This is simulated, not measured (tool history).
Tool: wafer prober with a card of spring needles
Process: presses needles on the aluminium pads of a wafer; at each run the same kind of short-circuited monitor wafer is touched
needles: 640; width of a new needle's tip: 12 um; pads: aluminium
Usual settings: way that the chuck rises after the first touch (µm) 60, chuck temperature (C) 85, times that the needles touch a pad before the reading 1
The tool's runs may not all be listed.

run,hour,way that the chuck rises after the first touch (µm),chuck temperature (C),times that the needles touch a pad before the reading,resistance of one needle with its contact and lead (mohm),way that a needle slides on the pad (µm)
1,0.0,60,85,1,305,10.86
# hour 2.9: tips cleaned on abrasive film
# hour 5.7: tips cleaned on abrasive film
# hour 8.6: tips cleaned on abrasive film
# hour 12.1: tips cleaned on abrasive film
2,13.8,60,85,1,336,10.87
# hour 15.3: tips cleaned on abrasive film
# hour 18.8: tips cleaned on abrasive film
# hour 22.3: tips cleaned on abrasive film
# hour 25.9: tips cleaned on abrasive film
3,26.1,60,85,1,302,10.75
# hour 28.9: tips cleaned on abrasive film
# hour 31.8: tips cleaned on abrasive film
# hour 35.3: tips cleaned on abrasive film
# hour 38.8: tips cleaned on abrasive film
# hour 41.7: tips cleaned on abrasive film
# hour 45.2: tips cleaned on abrasive film
# hour 48.8: tips cleaned on abrasive film
# hour 51.6: tips cleaned on abrasive film
4,53.2,60,85,1,332,10.71
# hour 54.7: tips cleaned on abrasive film
# hour 58.3: tips cleaned on abrasive film
# hour 61.8: tips cleaned on abrasive film
# hour 65.3: tips cleaned on abrasive film
# hour 68.9: tips cleaned on abrasive film
# hour 72.4: tips cleaned on abrasive film
5,74.5,66,85,1,332,11.67
# hour 75.3: tips cleaned on abrasive film
# hour 78.2: tips cleaned on abrasive film
# hour 81.7: tips cleaned on abrasive film
# hour 84.6: tips cleaned on abrasive film
# hour 86.2: height of the first contact set anew
# hour 88.4: tips cleaned on abrasive film
# hour 91.2: tips cleaned on abrasive film
# hour 94.8: tips cleaned on abrasive film
# hour 97.6: tips cleaned on abrasive film
6,99.5,66,85,1,340,10.82
# hour 100.9: tips cleaned on abrasive film
# hour 104.5: tips cleaned on abrasive film
# hour 108.0: tips cleaned on abrasive film
# hour 111.6: tips cleaned on abrasive film
# hour 115.1: tips cleaned on abrasive film
# hour 117.9: tips cleaned on abrasive film
# hour 121.5: tips cleaned on abrasive film
# hour 124.3: tips cleaned on abrasive film
# hour 127.9: tips cleaned on abrasive film
7,128.6,66,85,1,320,10.72
# hour 131.3: tips cleaned on abrasive film
# hour 134.9: tips cleaned on abrasive film
# hour 138.4: tips cleaned on abrasive film
# hour 141.2: tips cleaned on abrasive film
# hour 144.8: tips cleaned on abrasive film
8,145.5,66,85,1,324,10.63
# hour 148.3: tips cleaned on abrasive film
# hour 151.2: tips cleaned on abrasive film
# hour 154.7: tips cleaned on abrasive film
# hour 157.5: tips cleaned on abrasive film
9,159.8,66,85,1,355,10.37
# hour 160.6: tips cleaned on abrasive film
# hour 163.5: tips cleaned on abrasive film
# hour 167.0: tips cleaned on abrasive film
# hour 170.6: tips cleaned on abrasive film
# hour 174.1: tips cleaned on abrasive film
# hour 177.6: tips cleaned on abrasive film
10,180.2,66,85,1,365,10.41
# hour 181.0: tips cleaned on abrasive film
# hour 183.8: tips cleaned on abrasive film
# hour 187.4: tips cleaned on abrasive film
# hour 190.9: tips cleaned on abrasive film
# hour 202.9: card fitted with new needles
# hour 203.9: height of the first contact set anew, once more
# hour 206.1: tips cleaned on abrasive film
# hour 209.6: tips cleaned on abrasive film
# hour 213.1: tips cleaned on abrasive film
11,213.5,66,85,1,291,13.79
# hour 216.4: tips cleaned on abrasive film
# hour 219.9: tips cleaned on abrasive film
# hour 223.5: tips cleaned on abrasive film
# hour 227.0: tips cleaned on abrasive film
# hour 230.5: tips cleaned on abrasive film
# hour 234.1: tips cleaned on abrasive film
12,236.3,71,85,1,306,14.57
# hour 237.1: tips cleaned on abrasive film
# hour 240.0: tips cleaned on abrasive film
# hour 243.5: tips cleaned on abrasive film
# hour 247.0: tips cleaned on abrasive film
# hour 249.9: tips cleaned on abrasive film
# hour 252.7: tips cleaned on abrasive film
# hour 256.3: tips cleaned on abrasive film
13,258.3,71,85,1,305,14.69
# hour 259.8: tips cleaned on abrasive film
# hour 263.3: tips cleaned on abrasive film
# hour 266.8: tips cleaned on abrasive film
# hour 270.4: tips cleaned on abrasive film
# hour 273.2: tips cleaned on abrasive film
# hour 276.8: tips cleaned on abrasive film
# hour 280.3: tips cleaned on abrasive film
# hour 283.8: tips cleaned on abrasive film
# hour 287.4: tips cleaned on abrasive film
14,287.9,71,85,1,289,14.42
# hour 290.7: tips cleaned on abrasive film
# hour 294.3: tips cleaned on abrasive film
# hour 297.8: tips cleaned on abrasive film
# hour 300.7: tips cleaned on abrasive film
# hour 304.2: tips cleaned on abrasive film
# hour 307.0: tips cleaned on abrasive film
15,307.2,63,85,2,285,12.93
# hour 310.1: tips cleaned on abrasive film
# hour 313.6: tips cleaned on abrasive film
# hour 316.5: tips cleaned on abrasive film
# hour 320.0: tips cleaned on abrasive film
# hour 323.5: tips cleaned on abrasive film
# hour 327.1: tips cleaned on abrasive film
# hour 330.6: tips cleaned on abrasive film
# hour 333.8: tips cleaned on abrasive film
16,333.8,63,85,2,290,12.56
# hour 337.3: tips cleaned on abrasive film
# hour 340.8: tips cleaned on abrasive film
# hour 344.4: tips cleaned on abrasive film
# hour 347.9: tips cleaned on abrasive film
# hour 351.5: tips cleaned on abrasive film
# hour 355.0: tips cleaned on abrasive film
# hour 358.5: tips cleaned on abrasive film
# hour 361.4: tips cleaned on abrasive film
17,362.1,52,85,2,304,10.10

Measured less the same run without the tool's hidden state. The same run-to-run variation is in both; the gauge's scatter may not be:
The hidden state here: debris on the tips, nm; way that the needles fall short of the set height, um; tips' diameter, um; drift of the gauge itself on contact_mohm, %; drift of the gauge itself on scrub_um, %.
run,resistance of one needle with its contact and lead (mohm),way that a needle slides on the pad (µm)
1,+20,-1.70
2,+50,-1.80
3,+20,-1.84
4,+49,-1.99
5,+53,-2.11
6,+52,-2.94
7,+36,-3.11
8,+36,-3.23
9,+74,-3.25
10,+76,-3.40
11,+7,-0.05
12,+21,-0.17
13,+20,-0.30
14,+8,-0.47
15,+5,-0.60
16,+4,-0.74
17,+15,-0.86
